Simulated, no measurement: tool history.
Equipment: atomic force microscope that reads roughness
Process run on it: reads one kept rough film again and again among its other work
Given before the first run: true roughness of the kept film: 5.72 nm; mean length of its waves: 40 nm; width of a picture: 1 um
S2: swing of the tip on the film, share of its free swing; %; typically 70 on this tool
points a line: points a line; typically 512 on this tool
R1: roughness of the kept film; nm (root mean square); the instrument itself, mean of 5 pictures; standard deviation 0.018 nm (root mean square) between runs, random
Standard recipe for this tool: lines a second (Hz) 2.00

Run 1, hour 0.0: usual settings. Result: R1 4.180 nm (root mean square).
Run 2, hour 34.1: usual settings. Result: R1 3.780 nm (root mean square).
Run 3, hour 59.5: usual settings. Result: R1 3.552 nm (root mean square).
Run 4, hour 99.2: usual settings but lines a second (Hz) 1.87. Result: R1 3.275 nm (root mean square).
At hour 122.8: new tip fitted.
Run 5, hour 142.8: usual settings but lines a second (Hz) 0.68. Result: R1 4.476 nm (root mean square).
Run 6, hour 184.1: usual settings but lines a second (Hz) 0.68. Result: R1 4.021 nm (root mean square).
Run 7, hour 208.8: usual settings but lines a second (Hz) 0.68. Result: R1 3.819 nm (root mean square).
Run 8, hour 229.9: usual settings but points a line 288. Result: R1 3.366 nm (root mean square).
At hour 264.2: new tip fitted.
Run 9, hour 280.3: usual settings but points a line 288. Result: R1 4.198 nm (root mean square).
Run 10, hour 313.7: usual settings but lines a second (Hz) 3.35. Result: R1 3.631 nm (root mean square).
Run 11, hour 342.9: usual settings but lines a second (Hz) 3.35. Result: R1 3.376 nm (root mean square).
Run 12, hour 363.5: usual settings. Result: R1 3.437 nm (root mean square).
Run 13, hour 392.7: usual settings. Result: R1 3.224 nm (root mean square).
At hour 406.9: new tip fitted.
Run 14, hour 418.9: usual settings. Result: R1 4.259 nm (root mean square).
Run 15, hour 460.7: usual settings but points a line 563. Result: R1 3.772 nm (root mean square).
Run 16, hour 499.6: usual settings. Result: R1 3.446 nm (root mean square).
Run 17, hour 523.2: usual settings. Result: R1 3.256 nm (root mean square).
At hour 549.8: new tip fitted.
Run 18, hour 549.8: usual settings. Result: R1 4.469 nm (root mean square).
Run 19, hour 585.7: usual settings. Result: R1 4.023 nm (root mean square).
Run 20, hour 630.3: usual settings but S2 62 %, points a line 527. Result: R1 3.741 nm (root mean square).
Run 21, hour 668.7: usual settings but S2 79 %, points a line 719. Result: R1 3.118 nm (root mean square).
At hour 692.4: new tip fitted.
Run 22, hour 716.2: usual settings but lines a second (Hz) 2.38, S2 72 %, points a line 640. Result: R1 3.939 nm (root mean square).
Run 23, hour 738.5: usual settings but S2 64 %. Result: R1 3.967 nm (root mean square).
Run 24, hour 760.6: usual settings but lines a second (Hz) 1.86, S2 59 %, points a line 372. Result: R1 3.847 nm (root mean square).
Run 25, hour 807.1: usual settings but lines a second (Hz) 0.51, S2 90 %, points a line 372. Result: R1 3.376 nm (root mean square).
At hour 835.9: new tip fitted.
Run 26, hour 847.8: usual settings but lines a second (Hz) 0.84, S2 87 %, points a line 773. Result: R1 4.279 nm (root mean square).
Run 27, hour 885.4: usual settings but lines a second (Hz) 0.84, S2 74 %, points a line 277. Result: R1 4.011 nm (root mean square).
Run 28, hour 925.7: usual settings but lines a second (Hz) 1.27. Result: R1 3.625 nm (root mean square).
Run 29, hour 968.3: usual settings but lines a second (Hz) 1.27. Result: R1 3.330 nm (root mean square).
At hour 978.6: new tip fitted.
Run 30, hour 1006.2: usual settings but lines a second (Hz) 1.55, S2 63 %, points a line 581. Result: R1 4.317 nm (root mean square).
Run 31, hour 1033.3: usual settings but lines a second (Hz) 2.89, S2 88 %. Result: R1 3.016 nm (root mean square).

Branching from run 31: 3 alternative next runs. What would each branch give?
Run A, hour 1076.1: usual settings but points a line 610. Result: R1 ?.
Run B, hour 1076.1: usual settings but lines a second (Hz) 3.34, S2 56 %, points a line 404. Result: R1 ?.
Run C, hour 1076.1: usual settings but lines a second (Hz) 0.79, S2 67 %, points a line 631. Result: R1 ?.

run     R1
  A  3.441
  B  3.555
  C  3.699
Had the tool no hidden state, the same runs would have come out as:
run     R1
  A  4.496
  B  4.648
  C  4.834
